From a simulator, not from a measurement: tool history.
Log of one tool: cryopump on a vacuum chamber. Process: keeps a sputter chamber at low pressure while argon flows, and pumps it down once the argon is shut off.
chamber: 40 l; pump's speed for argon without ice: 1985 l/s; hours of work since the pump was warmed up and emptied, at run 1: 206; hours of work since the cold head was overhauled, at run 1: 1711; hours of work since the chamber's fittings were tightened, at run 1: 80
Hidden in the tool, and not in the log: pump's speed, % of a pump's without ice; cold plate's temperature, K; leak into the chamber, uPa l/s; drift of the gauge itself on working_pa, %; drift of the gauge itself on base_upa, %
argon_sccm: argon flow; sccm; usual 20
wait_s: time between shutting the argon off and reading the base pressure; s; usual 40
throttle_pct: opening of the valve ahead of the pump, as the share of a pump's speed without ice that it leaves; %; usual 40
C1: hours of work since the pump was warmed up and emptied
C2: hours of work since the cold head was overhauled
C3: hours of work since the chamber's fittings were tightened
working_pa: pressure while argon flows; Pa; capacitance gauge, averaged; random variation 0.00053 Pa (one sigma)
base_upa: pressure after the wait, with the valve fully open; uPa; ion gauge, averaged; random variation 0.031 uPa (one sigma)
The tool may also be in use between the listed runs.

Run 1, day 0.000: usual settings; C1 206; C2 1711; C3 80. Result: working_pa 0.0452 Pa, base_upa 1.74 uPa.
Run 2, day 1.854: usual settings but wait_s 33 s; C1 225; C2 1730; C3 99. Result: working_pa 0.0449 Pa, base_upa 2.13 uPa.
Run 3, day 3.983: usual settings; C1 247; C2 1752; C3 121. Result: working_pa 0.0453 Pa, base_upa 1.79 uPa.
Run 4, day 7.083: usual settings; C1 279; C2 1784; C3 153. Result: working_pa 0.0465 Pa, base_upa 1.82 uPa.
Run 5, day 10.633: usual settings; C1 315; C2 1820; C3 190. Result: working_pa 0.0465 Pa, base_upa 1.95 uPa.
Run 6, day 14.812: usual settings but argon_sccm 14 sccm; C1 358; C2 1863; C3 233. Result: working_pa 0.0333 Pa, base_upa 1.98 uPa.
Run 7, day 16.733: usual settings but wait_s 70 s; C1 378; C2 1883; C3 253. Result: working_pa 0.0472 Pa, base_upa 1.51 uPa.
Run 8, day 19.012: usual settings but wait_s 70 s; C1 402; C2 1907; C3 276. Result: working_pa 0.0477 Pa, base_upa 1.55 uPa.
Run 9, day 21.404: usual settings but wait_s 70 s; C1 426; C2 1931; C3 301. Result: working_pa 0.0465 Pa, base_upa 1.61 uPa.
Run 10, day 24.433: usual settings but wait_s 70 s; C1 458; C2 1962; C3 332. Result: working_pa 0.0480 Pa, base_upa 1.79 uPa.
Run 11, day 26.283: usual settings but wait_s 70 s; C1 477; C2 1981; C3 351. Result: working_pa 0.0492 Pa, base_upa 1.69 uPa.
At day 27.108: pump warmed up, emptied and cooled again.
Run 12, day 29.229: usual settings but wait_s 70 s; C1 22; C2 2010; C3 379. Result: working_pa 0.0437 Pa, base_upa 1.53 uPa.
Run 13, day 31.817: usual settings but wait_s 70 s; C1 48; C2 2036; C3 406. Result: working_pa 0.0437 Pa, base_upa 1.63 uPa.
Run 14, day 33.621: usual settings but wait_s 70 s, throttle_pct 20 %; C1 67; C2 2055; C3 424. Result: working_pa 0.0861 Pa, base_upa 1.71 uPa.
Run 15, day 37.533: usual settings but wait_s 70 s, throttle_pct 20 %; C1 107; C2 2095; C3 464. Result: working_pa 0.0863 Pa, base_upa 1.72 uPa.
Run 16, day 41.212: usual settings but wait_s 70 s, throttle_pct 20 %; C1 145; C2 2133; C3 502. Result: working_pa 0.0867 Pa, base_upa 1.87 uPa.
Run 17, day 44.892: usual settings but wait_s 70 s, throttle_pct 20 %; C1 183; C2 2171; C3 540. Result: working_pa 0.0877 Pa, base_upa 1.95 uPa.
Run 18, day 48.354: usual settings but wait_s 70 s, throttle_pct 20 %; C1 219; C2 2207; C3 576. Result: working_pa 0.0870 Pa, base_upa 2.00 uPa.
Run 19, day 51.971: usual settings but argon_sccm 11 sccm, wait_s 200 s, throttle_pct 50 %; C1 256; C2 2244; C3 613. Result: working_pa 0.0200 Pa, base_upa 1.61 uPa.
Run 20, day 55.225: usual settings but wait_s 242 s, throttle_pct 19 %; C1 289; C2 2277; C3 647. Result: working_pa 0.0936 Pa, base_upa 1.58 uPa.
Run 21, day 59.142: usual settings but wait_s 41 s, throttle_pct 49 %; C1 330; C2 2318; C3 687. Result: working_pa 0.0394 Pa, base_upa 2.91 uPa.
Run 22, day 62.038: usual settings but argon_sccm 8 sccm; C1 360; C2 2347; C3 717. Result: working_pa 0.0191 Pa, base_upa 3.06 uPa.
Run 23, day 64.217: usual settings but argon_sccm 8 sccm, throttle_pct 21 %; C1 382; C2 2370; C3 739. Result: working_pa 0.0348 Pa, base_upa 3.14 uPa.
Run 24, day 68.033: usual settings but wait_s 35 s; C1 421; C2 2409; C3 778. Result: working_pa 0.0488 Pa, base_upa 3.38 uPa.
Run 25, day 70.250: usual settings but argon_sccm 18 sccm, wait_s 35 s; C1 444; C2 2432; C3 801. Result: working_pa 0.0439 Pa, base_upa 3.51 uPa.
Run 26, day 73.396: usual settings but argon_sccm 13 sccm, wait_s 57 s, throttle_pct 38 %; C1 476; C2 2464; C3 834. Result: working_pa 0.0330 Pa, base_upa 2.94 uPa.
At day 74.388: pump warmed up, emptied and cooled again.
Run 27, day 75.633: usual settings but argon_sccm 32 sccm, wait_s 26 s, throttle_pct 29 %; C1 13; C2 2485; C3 854. Result: working_pa 0.0945 Pa, base_upa 3.71 uPa.
Run 28, day 79.708: usual settings but argon_sccm 9 sccm; C1 55; C2 2527; C3 896. Result: working_pa 0.0193 Pa, base_upa 2.97 uPa.
Run 29, day 83.617: usual settings but argon_sccm 9 sccm; C1 95; C2 2567; C3 937. Result: working_pa 0.0197 Pa, base_upa 3.17 uPa.
Run 30, day 86.038: usual settings but argon_sccm 9 sccm; C1 120; C2 2592; C3 962. Result: working_pa 0.0200 Pa, base_upa 3.19 uPa.
Run 31, day 90.425: usual settings but argon_sccm 13 sccm, wait_s 116 s, throttle_pct 48 %; C1 165; C2 2637; C3 1007. Result: working_pa 0.0243 Pa, base_upa 2.43 uPa.
At day 92.183: leaking fittings of the chamber tightened, without venting.
Run 32, day 93.708: usual settings but argon_sccm 14 sccm, wait_s 22 s, throttle_pct 16 %; C1 198; C2 2670; C3 16. Result: working_pa 0.0756 Pa, base_upa 2.69 uPa.
Run 33, day 96.596: usual settings but argon_sccm 38 sccm, wait_s 98 s, throttle_pct 28 %; C1 228; C2 2700; C3 45. Result: working_pa 0.1213 Pa, base_upa 0.85 uPa.

Hidden state at the last listed run before each entry between runs and at the first one after, where it differs:
Between runs 11 and 12: pump warmed up, emptied and cooled again (day 27.108)
  pump's speed, % of a pump's without ice: 75 -> 98.5; cold plate's temperature, K: 12.77 -> 12.78; leak into the chamber, uPa l/s: 1359 -> 1439
  measured less the result without the state, working_pa: +0.0061 -> +0.0006 Pa; base_upa: +0.76 -> +0.59 uPa
Between runs 26 and 27: pump warmed up, emptied and cooled again (day 74.388)
  pump's speed, % of a pump's without ice: 73.3 -> 99.3; cold plate's temperature, K: 12.89 -> 12.9; leak into the chamber, uPa l/s: 2822 -> 2890
  measured less the result without the state, working_pa: +0.0043 -> +0.0007 Pa; base_upa: +1.80 -> +1.34 uPa
Between runs 31 and 32: leaking fittings of the chamber tightened, without venting (day 92.183)
  pump's speed, % of a pump's without ice: 90.5 -> 88.9; cold plate's temperature, K: 12.93 -> 12.94; leak into the chamber, uPa l/s: 3370 -> 376
  measured less the result without the state, working_pa: +0.0014 -> +0.0018 Pa; base_upa: +1.77 -> +0.06 uPa
